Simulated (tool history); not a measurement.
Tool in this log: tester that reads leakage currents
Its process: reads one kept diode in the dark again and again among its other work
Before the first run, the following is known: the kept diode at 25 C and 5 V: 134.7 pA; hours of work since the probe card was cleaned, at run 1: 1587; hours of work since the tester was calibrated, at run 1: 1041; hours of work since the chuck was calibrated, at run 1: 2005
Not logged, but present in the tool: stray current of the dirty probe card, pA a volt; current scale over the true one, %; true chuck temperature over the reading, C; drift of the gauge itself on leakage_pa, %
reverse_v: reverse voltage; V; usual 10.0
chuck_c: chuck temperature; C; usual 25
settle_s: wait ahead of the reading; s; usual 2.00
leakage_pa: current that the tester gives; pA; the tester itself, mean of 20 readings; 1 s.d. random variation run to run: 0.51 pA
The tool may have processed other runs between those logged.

| run | hour | reverse_v | chuck_c | settle_s | hours of work since the probe card was cleaned | hours of work since the tester was calibrated | hours of work since the chuck was calibrated | leakage_pa |
|---|---|---|---|---|---|---|---|---|
| 1 | 0.0 | 10.0 | 25 | 2.00 | 1587 | 1041 | 2005 | 171.40 |
| 2 | 50.9 | 8.8 | 25 | 2.00 | 1623 | 1077 | 2042 | 163.44 |
| 3 | 74.2 | 8.8 | 25 | 2.00 | 1640 | 1094 | 2058 | 163.67 |
| 4 | 100.7 | 10.0 | 25 | 2.00 | 1659 | 1113 | 2077 | 171.95 |
| 5 | 126.2 | 10.0 | 25 | 2.00 | 1677 | 1131 | 2096 | 171.48 |
| 6 | 163.8 | 9.9 | 25 | 2.00 | 1704 | 1158 | 2123 | 170.84 |
|  | 199.0 | probe card cleaned and baked |
| 7 | 200.3 | 2.4 | 25 | 2.00 | 1 | 1182 | 2147 | 104.86 |
| 8 | 252.6 | 2.4 | 25 | 2.00 | 38 | 1220 | 2184 | 105.20 |
| 9 | 284.4 | 2.4 | 25 | 2.00 | 61 | 1242 | 2207 | 105.07 |
| 10 | 307.5 | 2.4 | 25 | 2.00 | 78 | 1259 | 2223 | 105.87 |
| 11 | 342.7 | 2.4 | 25 | 2.00 | 103 | 1284 | 2248 | 105.06 |
| 12 | 374.6 | 2.4 | 29 | 2.08 | 126 | 1307 | 2271 | 151.62 |
| 13 | 412.9 | 10.0 | 44 | 2.00 | 153 | 1334 | 2299 | 881.14 |
| 14 | 462.5 | 3.3 | 25 | 0.34 | 189 | 1370 | 2334 | 117.52 |
|  | 508.1 | chuck's temperature calibrated |
| 15 | 508.1 | 10.0 | 25 | 2.86 | 220 | 1401 | 0 | 171.98 |
| 16 | 549.4 | 10.0 | 25 | 2.86 | 249 | 1431 | 30 | 171.22 |
| 17 | 575.4 | 12.3 | 59 | 3.47 | 268 | 1449 | 48 | 2962.92 |
| 18 | 627.0 | 12.3 | 59 | 3.47 | 305 | 1486 | 85 | 2984.21 |
| 19 | 659.3 | 10.0 | 25 | 2.32 | 328 | 1509 | 108 | 171.01 |
| 20 | 700.7 | 11.8 | 25 | 1.15 | 358 | 1539 | 138 | 180.97 |
| 21 | 730.1 | 17.5 | 25 | 1.15 | 379 | 1560 | 159 | 206.48 |
| 22 | 751.8 | 17.5 | 54 | 1.78 | 394 | 1575 | 174 | 2318.95 |

Selected run-to-run steps in leakage_pa, each split into two signed amounts: the part the tool would show with no hidden state at all (from settings, incoming material and random variation), and the remainder, which goes to the hidden state together with any gauge scatter not common to the measured and the hidden-state-free results:
Run 12 -> 13: reverse_v 2.4 -> 10.0, chuck_c 29 -> 44, settle_s 2.08 -> 2.00. leakage_pa +729.52 pA: hidden state +0.75, all else +728.77.
Run 13 -> 14: reverse_v 10.0 -> 3.3, chuck_c 44 -> 25, settle_s 2.00 -> 0.34. leakage_pa -763.62 pA: hidden state -0.77, all else -762.85.
Run 16 -> 17: reverse_v 10.0 -> 12.3, chuck_c 25 -> 59, settle_s 2.86 -> 3.47. leakage_pa +2791.70 pA: hidden state +0.32, all else +2791.38.
Run 18 -> 19: reverse_v 12.3 -> 10.0, chuck_c 59 -> 25, settle_s 3.47 -> 2.32. leakage_pa -2813.20 pA: hidden state -0.37, all else -2812.83.

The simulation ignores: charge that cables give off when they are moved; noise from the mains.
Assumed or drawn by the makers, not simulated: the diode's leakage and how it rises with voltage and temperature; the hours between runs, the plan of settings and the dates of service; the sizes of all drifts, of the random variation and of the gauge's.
